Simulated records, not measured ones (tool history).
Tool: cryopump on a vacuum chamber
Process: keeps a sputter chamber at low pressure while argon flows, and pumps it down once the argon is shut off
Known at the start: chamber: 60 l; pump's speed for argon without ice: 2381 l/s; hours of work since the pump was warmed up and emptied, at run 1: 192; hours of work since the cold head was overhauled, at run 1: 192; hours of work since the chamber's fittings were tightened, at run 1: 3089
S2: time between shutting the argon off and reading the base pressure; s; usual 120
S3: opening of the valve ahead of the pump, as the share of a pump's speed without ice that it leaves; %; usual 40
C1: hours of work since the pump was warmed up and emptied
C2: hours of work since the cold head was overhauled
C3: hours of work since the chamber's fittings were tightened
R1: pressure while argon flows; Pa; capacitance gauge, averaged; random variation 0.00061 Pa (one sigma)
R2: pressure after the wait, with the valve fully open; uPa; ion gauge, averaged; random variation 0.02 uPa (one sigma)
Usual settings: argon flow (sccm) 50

run 1 day=0.000 | argon_flow_(sccm)=50 S2=120 S3=40 | C1=192 C2=192 C3=3089 | R1=0.0935 R2=1.18
run 2 day=1.279 | argon_flow_(sccm)=31 S2=120 S3=40 | C1=218 C2=218 C3=3115 | R1=0.0601 R2=1.24
run 3 day=2.500 | argon_flow_(sccm)=31 S2=120 S3=40 | C1=242 C2=242 C3=3139 | R1=0.0600 R2=1.18
run 4 day=3.488 | argon_flow_(sccm)=31 S2=120 S3=40 | C1=262 C2=262 C3=3159 | R1=0.0600 R2=1.24
run 5 day=5.017 | argon_flow_(sccm)=31 S2=120 S3=40 | C1=292 C2=292 C3=3190 | R1=0.0607 R2=1.27
-- day=6.250 leaking fittings of the chamber tightened, without venting
run 6 day=6.954 | argon_flow_(sccm)=50 S2=120 S3=40 | C1=329 C2=329 C3=14 | R1=0.0992 R2=0.31
-- day=8.950 pump warmed up, emptied and cooled again
run 7 day=9.183 | argon_flow_(sccm)=50 S2=120 S3=40 | C1=5 C2=370 C3=54 | R1=0.0885 R2=0.29
run 8 day=10.729 | argon_flow_(sccm)=50 S2=120 S3=40 | C1=35 C2=400 C3=85 | R1=0.0896 R2=0.31
run 9 day=12.071 | argon_flow_(sccm)=50 S2=120 S3=40 | C1=62 C2=427 C3=112 | R1=0.0902 R2=0.32
run 10 day=13.808 | argon_flow_(sccm)=50 S2=120 S3=40 | C1=97 C2=462 C3=147 | R1=0.0913 R2=0.32
run 11 day=15.200 | argon_flow_(sccm)=50 S2=190 S3=40 | C1=125 C2=490 C3=174 | R1=0.0931 R2=0.27
run 12 day=16.175 | argon_flow_(sccm)=50 S2=120 S3=17 | C1=144 C2=509 C3=194 | R1=0.2144 R2=0.36
run 13 day=18.521 | argon_flow_(sccm)=30 S2=120 S3=40 | C1=191 C2=556 C3=241 | R1=0.0573 R2=0.34
run 14 day=19.917 | argon_flow_(sccm)=50 S2=120 S3=18 | C1=219 C2=584 C3=268 | R1=0.2029 R2=0.39
run 15 day=22.342 | argon_flow_(sccm)=50 S2=120 S3=40 | C1=267 C2=632 C3=317 | R1=0.0977 R2=0.39
run 16 day=23.400 | argon_flow_(sccm)=50 S2=120 S3=40 | C1=288 C2=653 C3=338 | R1=0.0972 R2=0.40
run 17 day=24.471 | argon_flow_(sccm)=50 S2=87 S3=40 | C1=310 C2=675 C3=359 | R1=0.0991 R2=0.48
run 18 day=26.604 | argon_flow_(sccm)=50 S2=87 S3=40 | C1=352 C2=717 C3=402 | R1=0.0999 R2=0.47
-- day=27.400 pump warmed up, emptied and cooled again
run 19 day=29.104 | argon_flow_(sccm)=50 S2=132 S3=35 | C1=34 C2=763 C3=448 | R1=0.1027 R2=0.37
run 20 day=31.408 | argon_flow_(sccm)=22 S2=60 S3=40 | C1=80 C2=809 C3=493 | R1=0.0396 R2=0.59
run 21 day=33.342 | argon_flow_(sccm)=54 S2=276 S3=21 | C1=119 C2=847 C3=532 | R1=0.1867 R2=0.33
run 22 day=34.529 | argon_flow_(sccm)=59 S2=248 S3=35 | C1=142 C2=871 C3=556 | R1=0.1259 R2=0.35
run 23 day=36.771 | argon_flow_(sccm)=59 S2=29 S3=35 | C1=187 C2=916 C3=600 | R1=0.1259 R2=0.90
run 24 day=38.488 | argon_flow_(sccm)=88 S2=227 S3=40 | C1=221 C2=950 C3=635 | R1=0.1685 R2=0.41
run 25 day=40.058 | argon_flow_(sccm)=50 S2=31 S3=16 | C1=252 C2=981 C3=666 | R1=0.2297 R2=0.88
run 26 day=41.171 | argon_flow_(sccm)=40 S2=31 S3=42 | C1=275 C2=1003 C3=688 | R1=0.0745 R2=0.91
run 27 day=42.592 | argon_flow_(sccm)=40 S2=31 S3=42 | C1=303 C2=1032 C3=717 | R1=0.0753 R2=0.92
run 28 day=43.746 | argon_flow_(sccm)=50 S2=268 S3=27 | C1=326 C2=1055 C3=740 | R1=0.1430 R2=0.48
run 29 day=45.483 | argon_flow_(sccm)=22 S2=86 S3=19 | C1=361 C2=1089 C3=774 | R1=0.0878 R2=0.64
-- day=45.871 pump warmed up, emptied and cooled again
run 30 day=47.225 | argon_flow_(sccm)=22 S2=86 S3=19 | C1=27 C2=1120 C3=805 | R1=0.0832 R2=0.54
run 31 day=49.367 | argon_flow_(sccm)=68 S2=86 S3=19 | C1=70 C2=1163 C3=848 | R1=0.2563 R2=0.56
run 32 day=50.475 | argon_flow_(sccm)=50 S2=91 S3=44 | C1=92 C2=1185 C3=870 | R1=0.0826 R2=0.59
run 33 day=52.129 | argon_flow_(sccm)=50 S2=91 S3=44 | C1=125 C2=1218 C3=903 | R1=0.0843 R2=0.62

Forecast each of these 5 alternatives for the next run:
run A day=54.358 | argon_flow_(sccm)=50 S2=104 S3=40 | C1=169 C2=1262 C3=947 | R1=? R2=?
run B day=54.358 | argon_flow_(sccm)=28 S2=91 S3=44 | C1=169 C2=1262 C3=947 | R1=? R2=?
run C day=54.358 | argon_flow_(sccm)=42 S2=91 S3=44 | C1=169 C2=1262 C3=947 | R1=? R2=?
run D day=54.358 | argon_flow_(sccm)=89 S2=144 S3=17 | C1=169 C2=1262 C3=947 | R1=? R2=?
run E day=54.358 | argon_flow_(sccm)=50 S2=25 S3=43 | C1=169 C2=1262 C3=947 | R1=? R2=?

run=A R1=0.0930 R2=0.59
run=B R1=0.0486 R2=0.61
run=C R1=0.0718 R2=0.65
run=D R1=0.3797 R2=0.51
run=E R1=0.0867 R2=1.16
Without the tool's hidden state the same runs would have given:
run=A R1=0.0883 R2=0.30
run=B R1=0.0460 R2=0.32
run=C R1=0.0678 R2=0.36
run=D R1=0.3713 R2=0.22
run=E R1=0.0820 R2=0.87
